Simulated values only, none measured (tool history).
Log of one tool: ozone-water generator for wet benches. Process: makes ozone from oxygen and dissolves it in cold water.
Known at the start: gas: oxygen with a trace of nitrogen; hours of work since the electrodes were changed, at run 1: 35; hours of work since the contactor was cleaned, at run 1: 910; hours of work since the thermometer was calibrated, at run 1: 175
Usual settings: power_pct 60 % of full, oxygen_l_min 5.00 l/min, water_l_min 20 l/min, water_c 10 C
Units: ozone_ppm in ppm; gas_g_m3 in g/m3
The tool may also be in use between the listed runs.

run   hour  power_pct  oxygen_l_min  water_l_min  water_c  hours of work since the electrodes were changed  hours of work since the contactor was cleaned  hours of work since the thermometer was calibrated  ozone_ppm  gas_g_m3
  1    0.0         60          5.00           20       10                                               35                                            910                                                 175       30.3     232.1
  2   18.9         60          5.00           20       10                                               47                                            922                                                 186       30.3     230.7
  3   43.1         60          5.00           20       10                                               62                                            937                                                 201       30.0     234.7
  4   67.4         60          5.00           16       10                                               77                                            952                                                 216       36.1     231.7
  5   81.9         72          5.00           20       10                                               86                                            961                                                 226       33.8     256.6
  6  105.4         72          5.00           20       10                                              100                                            976                                                 240       33.3     257.2
  7  126.0         72          5.00           20       10                                              113                                            988                                                 253       33.6     254.8
  8  142.4         60          5.00           20       10                                              123                                            999                                                 263       30.2     230.6
  9  171.8         60          5.00           20       10                                              142                                           1017                                                 281       30.0     230.4
 10  204.9         60          5.00           20       10                                              162                                           1037                                                 302       30.5     230.8
 11  229.9         98          5.66           20       10                                              178                                           1053                                                 317       39.8     279.1
 12  253.1         60          6.05           27        9                                              192                                           1067                                                 332       23.9     206.1
 13  267.7         64          5.00           31       11                                              201                                           1076                                                 341       20.8     240.7
 14  284.1         64          5.00           31       11                                              211                                           1086                                                 351       20.8     237.4
     286.4  -- water thermometer calibrated
 15  311.1         64          5.00           31       11                                              228                                           1103                                                  15       20.9     239.7
 16  329.8         50          2.51           20       18                                              239                                           1115                                                  27       23.8     317.9
 17  353.3         63          4.04           18       18                                              254                                           1129                                                  41       30.7     268.8
     366.1  -- water thermometer calibrated, once more
 18  384.2         88          8.38           20       10                                              273                                           1148                                                  11       36.1     207.1
 19  402.0         88          8.38           20       16                                              284                                           1159                                                  22       32.7     211.5
 20  430.7         88          8.38           20       16                                              301                                           1177                                                  40       32.9     209.5

How the hidden state differs across the entries between the runs, from the last listed run before each to the first after it:
Between runs 14 and 15: water thermometer calibrated (hour 286.4)
  true water temperature over the reading, C: -0.04 -> -0.05
  measured less the result without the state, ozone_ppm: -0.3 -> -0.2 ppm; gas_g_m3: -1.3 -> -1.5 g/m3
Between runs 17 and 18: water thermometer calibrated, once more (hour 366.1)
  true water temperature over the reading, C: -0.05 -> 0.01
  measured less the result without the state, ozone_ppm: -0.4 -> -0.5 ppm; gas_g_m3: -1.7 -> -1.7 g/m3
